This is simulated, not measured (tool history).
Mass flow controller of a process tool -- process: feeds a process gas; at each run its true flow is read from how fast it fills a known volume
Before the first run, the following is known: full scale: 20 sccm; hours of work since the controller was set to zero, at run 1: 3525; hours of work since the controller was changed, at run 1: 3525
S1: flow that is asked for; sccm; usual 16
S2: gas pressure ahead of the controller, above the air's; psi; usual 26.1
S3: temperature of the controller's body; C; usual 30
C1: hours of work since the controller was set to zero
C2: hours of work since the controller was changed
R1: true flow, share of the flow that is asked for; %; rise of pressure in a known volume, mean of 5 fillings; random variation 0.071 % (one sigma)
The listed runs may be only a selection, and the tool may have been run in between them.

run     day  S1    S2  S3    C1    C2      R1
  1   0.000  16  26.1  30  3525  3525  100.48
  2   2.900  16  26.1  30  3576  3576  100.54
  3   5.396  16  26.1  30  3619  3619  100.68
  4   7.808  16  27.0  30  3662  3662  100.55
  5  10.321  16  27.0  30  3706  3706  100.60
  6  11.829  16  26.1  21  3732  3732   99.81
  7  13.596  16  26.1  27  3763  3763  100.57
  8  16.229  16  26.1  27  3810  3810  100.62
  9  19.688  16  26.1  27  3870  3870  100.83
 10  22.462  16  26.1  27  3919  3919  100.57
 11  25.204  16  26.1  27  3967  3967  100.84
 12  28.458  16  26.1  37  4024  4024  101.79
 13  31.117  16  26.1  37  4071  4071  102.08
 14  34.492  16  26.1  30  4130  4130  101.29
 15  36.450  16  26.1  30  4165  4165  101.30
 16  38.917  16  26.1  28  4208  4208  101.18
 17  41.092  16  26.1  28  4246  4246  101.39
 18  43.879  16  26.1  28  4295  4295  101.25
 19  47.229  16  26.1  28  4354  4354  101.42
     49.542  -- gauge calibrated
 20  50.821  10  21.5  32  4417  4417  100.91
 21  52.942  16  21.6  30  4455  4455  100.77
 22  56.046  16  21.6  30  4509  4509  100.92
 23  58.475  16  21.6  30  4552  4552  101.00
 24  60.346  16  21.6  30  4585  4585  100.98
 25  64.058   3  23.2  35  4650  4650  101.19
 26  67.042   2  37.3  38  4702  4702  100.87
 27  70.517   8  33.9  21  4763  4763   99.51
 28  73.438   8  33.9  21  4815  4815   99.66
 29  74.958   8  33.9  21  4841  4841   99.82
 30  77.900  13  33.9  25  4893  4893  100.21
 31  79.483  13  33.9  25  4921  4921  100.30
 32  81.871  13  33.9  25  4963  4963  100.52
 33  84.100  16  23.8  20  5002  5002  100.44
 34  86.208  16  23.8  20  5039  5039  100.40
 35  88.188  16  23.8  20  5074  5074  100.50
 36  90.175  16  23.8  20  5109  5109  100.71
     90.683  -- gauge calibrated
 37  92.667  20  27.8  30  5152  5152  100.49

Predict each of these 5 candidate next runs independently; none follows another, all start after run 37:
  A  94.688  18  22.9  30  5188  5188   ?
  B  94.688  20  26.8  30  5188  5188   ?
  C  94.688   5  26.1  30  5188  5188   ?
  D  94.688  20  38.4  27  5188  5188   ?
  E  94.688  16  27.7  27  5188  5188   ?

run      R1
  A  100.77
  B  100.70
  C  100.39
  D   99.75
  E  100.21
With the hidden condition removed and each run's random variation left untouched, the same runs would have given:
run      R1
  A  100.70
  B  100.63
  C  100.30
  D   99.69
  E  100.14
